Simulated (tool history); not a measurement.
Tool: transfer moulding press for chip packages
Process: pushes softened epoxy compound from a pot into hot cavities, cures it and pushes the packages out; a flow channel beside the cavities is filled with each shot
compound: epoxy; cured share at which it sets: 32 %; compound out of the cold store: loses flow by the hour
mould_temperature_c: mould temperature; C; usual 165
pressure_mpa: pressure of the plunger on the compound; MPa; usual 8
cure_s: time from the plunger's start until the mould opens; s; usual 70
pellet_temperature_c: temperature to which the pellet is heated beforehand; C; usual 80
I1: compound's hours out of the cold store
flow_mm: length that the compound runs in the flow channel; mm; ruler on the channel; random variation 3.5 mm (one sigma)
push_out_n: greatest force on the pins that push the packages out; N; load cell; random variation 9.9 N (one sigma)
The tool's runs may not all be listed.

run 1 hour=0 | mould_temperature_c=165 pressure_mpa=8 cure_s=70 pellet_temperature_c=80 | I1=43.4 | flow_mm=589 push_out_n=549
-- hour=24.6 cavities cleaned with cleaning compound and waxed
run 2 hour=32 | mould_temperature_c=165 pressure_mpa=8 cure_s=70 pellet_temperature_c=80 | I1=25.1 | flow_mm=636 push_out_n=561
-- hour=63.4 cavities cleaned with cleaning compound and waxed
run 3 hour=86.6 | mould_temperature_c=165 pressure_mpa=8 cure_s=70 pellet_temperature_c=80 | I1=28 | flow_mm=625 push_out_n=696
-- hour=104.1 cavities cleaned with cleaning compound and waxed
run 4 hour=134.1 | mould_temperature_c=165 pressure_mpa=8 cure_s=84 pellet_temperature_c=80 | I1=12.7 | flow_mm=663 push_out_n=555
-- hour=144.4 cavities cleaned with cleaning compound and waxed
-- hour=186.3 cavities cleaned with cleaning compound and waxed
run 5 hour=195.9 | mould_temperature_c=165 pressure_mpa=8 cure_s=84 pellet_temperature_c=80 | I1=21.8 | flow_mm=629 push_out_n=426
-- hour=224.6 cavities cleaned with cleaning compound and waxed
run 6 hour=232.1 | mould_temperature_c=165 pressure_mpa=8 cure_s=78 pellet_temperature_c=80 | I1=8.2 | flow_mm=666 push_out_n=485
-- hour=262.9 cavities cleaned with cleaning compound and waxed
-- hour=271.1 mould's thermocouples calibrated
-- hour=273.6 plunger's sealing rings changed
run 7 hour=279.1 | mould_temperature_c=165 pressure_mpa=8 cure_s=70 pellet_temperature_c=80 | I1=14.8 | flow_mm=661 push_out_n=615
-- hour=308.6 cavities cleaned with cleaning compound and waxed
run 8 hour=323.6 | mould_temperature_c=165 pressure_mpa=8 cure_s=70 pellet_temperature_c=80 | I1=28.6 | flow_mm=619 push_out_n=633
-- hour=347.4 cavities cleaned with cleaning compound and waxed
run 9 hour=357.8 | mould_temperature_c=165 pressure_mpa=8 cure_s=70 pellet_temperature_c=80 | I1=38.3 | flow_mm=600 push_out_n=570
-- hour=386.7 cavities cleaned with cleaning compound and waxed
run 10 hour=396 | mould_temperature_c=165 pressure_mpa=8 cure_s=70 pellet_temperature_c=80 | I1=34.1 | flow_mm=605 push_out_n=579
-- hour=426 cavities cleaned with cleaning compound and waxed
run 11 hour=460 | mould_temperature_c=165 pressure_mpa=8 cure_s=70 pellet_temperature_c=80 | I1=24.3 | flow_mm=628 push_out_n=735
-- hour=466.5 cavities cleaned with cleaning compound and waxed
run 12 hour=496.4 | mould_temperature_c=165 pressure_mpa=8 cure_s=70 pellet_temperature_c=80 | I1=40.1 | flow_mm=585 push_out_n=712
-- hour=505.3 cavities cleaned with cleaning compound and waxed
-- hour=547.8 cavities cleaned with cleaning compound and waxed
run 13 hour=565.2 | mould_temperature_c=165 pressure_mpa=8 cure_s=70 pellet_temperature_c=80 | I1=12.9 | flow_mm=650 push_out_n=649
-- hour=586.6 cavities cleaned with cleaning compound and waxed
run 14 hour=604.1 | mould_temperature_c=167 pressure_mpa=8 cure_s=66 pellet_temperature_c=80 | I1=14.3 | flow_mm=642 push_out_n=698
-- hour=626.6 cavities cleaned with cleaning compound and waxed
-- hour=634.2 plunger's sealing rings changed
-- hour=667.9 cavities cleaned with cleaning compound and waxed
run 15 hour=670.5 | mould_temperature_c=167 pressure_mpa=8 cure_s=66 pellet_temperature_c=80 | I1=14.4 | flow_mm=670 push_out_n=527
-- hour=709.7 cavities cleaned with cleaning compound and waxed
run 16 hour=716.8 | mould_temperature_c=167 pressure_mpa=8 cure_s=66 pellet_temperature_c=70 | I1=28.5 | flow_mm=626 push_out_n=593
-- hour=748.4 cavities cleaned with cleaning compound and waxed
run 17 hour=757 | mould_temperature_c=167 pressure_mpa=8 cure_s=66 pellet_temperature_c=70 | I1=8.8 | flow_mm=678 push_out_n=647
-- hour=788.5 cavities cleaned with cleaning compound and waxed
run 18 hour=811.1 | mould_temperature_c=168 pressure_mpa=8.24 cure_s=68 pellet_temperature_c=80 | I1=35.8 | flow_mm=602 push_out_n=590
-- hour=828.9 cavities cleaned with cleaning compound and waxed
run 19 hour=861 | mould_temperature_c=170 pressure_mpa=8.24 cure_s=62 pellet_temperature_c=80 | I1=33.7 | flow_mm=601 push_out_n=733
-- hour=868.3 cavities cleaned with cleaning compound and waxed
-- hour=878.8 mould's thermocouples calibrated
-- hour=913.2 cavities cleaned with cleaning compound and waxed
run 20 hour=932.3 | mould_temperature_c=171 pressure_mpa=8 cure_s=70 pellet_temperature_c=80 | I1=29.1 | flow_mm=597 push_out_n=466
-- hour=953.4 cavities cleaned with cleaning compound and waxed
-- hour=994.6 plunger's sealing rings changed
-- hour=996.1 cavities cleaned with cleaning compound and waxed
run 21 hour=996.1 | mould_temperature_c=159 pressure_mpa=6.71 cure_s=70 pellet_temperature_c=75 | I1=44.6 | flow_mm=554 push_out_n=675

Forecast each of these 3 alternatives for the next run:
-- hour=1038.7 cavities cleaned with cleaning compound and waxed
run A hour=1043.4 | mould_temperature_c=165 pressure_mpa=9.38 cure_s=70 pellet_temperature_c=80 | I1=21.3 | flow_mm=? push_out_n=?
-- hour=1038.7 cavities cleaned with cleaning compound and waxed
run B hour=1043.4 | mould_temperature_c=159 pressure_mpa=8.6 cure_s=108 pellet_temperature_c=77 | I1=33.5 | flow_mm=? push_out_n=?
-- hour=1038.7 cavities cleaned with cleaning compound and waxed
run C hour=1043.4 | mould_temperature_c=163 pressure_mpa=6.71 cure_s=74 pellet_temperature_c=75 | I1=27.2 | flow_mm=? push_out_n=?

run=A flow_mm=703 push_out_n=501
run=B flow_mm=644 push_out_n=346
run=C flow_mm=581 push_out_n=512
Without the tool's hidden state the same runs would have given:
run=A flow_mm=707 push_out_n=456
run=B flow_mm=648 push_out_n=315
run=C flow_mm=584 push_out_n=468
